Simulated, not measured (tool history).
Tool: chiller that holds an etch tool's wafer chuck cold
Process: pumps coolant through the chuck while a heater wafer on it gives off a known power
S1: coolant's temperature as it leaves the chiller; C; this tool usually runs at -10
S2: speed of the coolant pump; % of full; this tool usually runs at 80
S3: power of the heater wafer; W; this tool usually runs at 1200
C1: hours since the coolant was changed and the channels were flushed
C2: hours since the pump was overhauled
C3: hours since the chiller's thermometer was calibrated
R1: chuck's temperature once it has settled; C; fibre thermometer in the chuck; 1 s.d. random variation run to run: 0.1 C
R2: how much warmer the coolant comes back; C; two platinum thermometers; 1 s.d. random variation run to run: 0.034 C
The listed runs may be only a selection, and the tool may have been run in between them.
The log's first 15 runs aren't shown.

run 16 hour=432.8 | S1=-10 S2=68 S3=1200 | C1=6075 C2=1146 C3=990 | R1=2.5 R2=6.56
run 17 hour=452.1 | S1=-15 S2=80 S3=1200 | C1=6094 C2=1166 C3=1009 | R1=-4.0 R2=5.53
run 18 hour=494.3 | S1=-15 S2=80 S3=1200 | C1=6136 C2=1208 C3=1051 | R1=-3.9 R2=5.55
run 19 hour=512.9 | S1=-10 S2=88 S3=1200 | C1=6155 C2=1226 C3=1070 | R1=0.4 R2=5.08
run 20 hour=535.2 | S1=-4 S2=88 S3=1656 | C1=6177 C2=1249 C3=1092 | R1=10.3 R2=6.92
run 21 hour=555.2 | S1=-11 S2=63 S3=624 | C1=6197 C2=1269 C3=1112 | R1=-4.3 R2=3.89
-- hour=592.1 gauge calibrated
run 22 hour=594.3 | S1=-11 S2=63 S3=624 | C1=6236 C2=1308 C3=1151 | R1=-4.2 R2=3.65
run 23 hour=619.2 | S1=-10 S2=60 S3=1501 | C1=6261 C2=1333 C3=1176 | R1=6.8 R2=9.30
run 24 hour=657.3 | S1=-10 S2=63 S3=1501 | C1=6299 C2=1371 C3=1214 | R1=6.2 R2=8.82
run 25 hour=698.4 | S1=-10 S2=63 S3=1501 | C1=6340 C2=1412 C3=1255 | R1=6.5 R2=8.87
run 26 hour=742.1 | S1=-7 S2=80 S3=768 | C1=6384 C2=1455 C3=1299 | R1=0.1 R2=3.45
run 27 hour=765.9 | S1=-10 S2=81 S3=765 | C1=6408 C2=1479 C3=1323 | R1=-3.1 R2=3.48
run 28 hour=806.9 | S1=-10 S2=81 S3=765 | C1=6449 C2=1520 C3=1364 | R1=-2.9 R2=3.49
run 29 hour=835.0 | S1=-10 S2=81 S3=765 | C1=6477 C2=1548 C3=1392 | R1=-3.0 R2=3.45
run 30 hour=858.7 | S1=-10 S2=81 S3=765 | C1=6501 C2=1572 C3=1416 | R1=-2.9 R2=3.54
run 31 hour=883.4 | S1=-10 S2=81 S3=765 | C1=6525 C2=1597 C3=1440 | R1=-3.0 R2=3.53

Here are 5 independent what-if runs from the current tool condition. What would each one return?
run A hour=920.6 | S1=-4 S2=69 S3=1200 | C1=6562 C2=1634 C3=1477 | R1=? R2=?
run B hour=920.6 | S1=-10 S2=80 S3=699 | C1=6562 C2=1634 C3=1477 | R1=? R2=?
run C hour=920.6 | S1=-19 S2=65 S3=1200 | C1=6562 C2=1634 C3=1477 | R1=? R2=?
run D hour=920.6 | S1=-2 S2=64 S3=1238 | C1=6562 C2=1634 C3=1477 | R1=? R2=?
run E hour=920.6 | S1=-15 S2=70 S3=1208 | C1=6562 C2=1634 C3=1477 | R1=? R2=?

run=A R1=8.2 R2=6.46
run=B R1=-3.5 R2=3.28
run=C R1=-6.3 R2=6.94
run=D R1=11.3 R2=7.29
run=E R1=-2.8 R2=6.46
Take away the tool's hidden state, keep each run's random variation, and the runs would have read:
run=A R1=8.1 R2=6.30
run=B R1=-3.5 R2=3.12
run=C R1=-6.3 R2=6.78
run=D R1=11.2 R2=7.13
run=E R1=-2.8 R2=6.30
